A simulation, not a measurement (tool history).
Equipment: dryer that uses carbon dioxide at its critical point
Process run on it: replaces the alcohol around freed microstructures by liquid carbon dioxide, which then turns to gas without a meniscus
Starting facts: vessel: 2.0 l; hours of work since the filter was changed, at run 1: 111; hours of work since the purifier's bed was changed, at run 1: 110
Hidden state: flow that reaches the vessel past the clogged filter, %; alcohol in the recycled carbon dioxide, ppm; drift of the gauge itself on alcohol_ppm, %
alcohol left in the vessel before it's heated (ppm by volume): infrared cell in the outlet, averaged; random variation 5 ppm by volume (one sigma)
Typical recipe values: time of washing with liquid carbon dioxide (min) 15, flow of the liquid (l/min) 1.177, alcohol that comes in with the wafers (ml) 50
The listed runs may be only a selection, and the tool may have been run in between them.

run	hour	time of washing with liquid carbon dioxide (min)	flow of the liquid (l/min)	alcohol that comes in with the wafers (ml)	hours of work since the filter was changed	hours of work since the purifier's bed was changed	alcohol left in the vessel before it's heated (ppm by volume)
1	0.0	15	1.177	50	111	110	49
2	26.7	20	1.177	50	119	118	16
3	71.2	20	1.177	50	133	131	15
4	95.0	20	1.177	50	140	139	28
5	122.9	15	1.177	99	149	147	96
6	166.7	15	1.177	99	162	161	119
7	210.7	15	1.177	50	175	174	66
8	253.0	15	1.177	57	188	187	73
9	290.7	15	1.177	57	200	199	83
10	320.5	15	1.340	50	209	208	44
11	358.7	15	1.177	56	221	220	83
12	406.7	15	1.177	56	236	234	84
13	451.4	15	1.930	50	249	248	30
14	488.2	15	1.177	50	260	259	83
15	525.0	15	1.177	116	272	271	175
16	569.0	15	1.177	116	285	284	187
17	591.8	15	1.177	116	292	291	190
18	628.4	15	1.177	116	303	302	192
19	673.6	15	1.177	116	317	316	192
20	703.6	15	1.900	50	327	325	43
# hour 716.9: inlet filter changed
21	750.1	14	1.177	50	10	339	78
22	802.8	15	1.177	50	26	355	67
23	835.4	15	1.240	50	36	365	61
24	869.0	13	0.940	50	47	376	290
25	914.9	13	0.940	50	61	390	319
26	954.9	14	1.570	88	73	402	49
27	1007.1	12	1.177	30	89	418	129
28	1054.0	16	1.260	50	103	433	63
29	1078.7	12	1.020	47	111	440	310
30	1109.1	15	0.920	50	120	449	211
31	1155.5	17	0.870	25	134	464	118
32	1197.7	17	0.870	25	147	477	126
33	1224.9	15	1.350	39	156	485	59
34	1262.8	15	1.350	39	167	497	63
35	1303.3	15	1.350	39	180	509	74
36	1357.8	10	1.177	31	196	526	287
37	1395.6	10	0.980	31	208	537	565
38	1436.2	10	0.950	38	221	550	757
39	1468.8	22	1.590	50	231	560	68
40	1522.6	15	1.050	50	247	576	182
41	1574.5	15	1.050	50	263	592	186
42	1612.2	15	1.310	89	275	604	126
43	1645.7	21	1.177	54	285	614	68

Here are 4 independent what-if runs from the current tool condition. What would each one return?
A	1676.7	14	1.790	109	294	623	?
B	1676.7	21	1.177	31	294	623	?
C	1676.7	9	1.420	37	294	623	?
D	1676.7	13	0.750	38	294	623	?

run	alcohol left in the vessel before it's heated (ppm by volume)
A	83
B	77
C	317
D	823
With the hidden condition removed and each run's random variation left untouched, the same runs would have given:
run	alcohol left in the vessel before it's heated (ppm by volume)
A	10
B	10
C	133
D	464
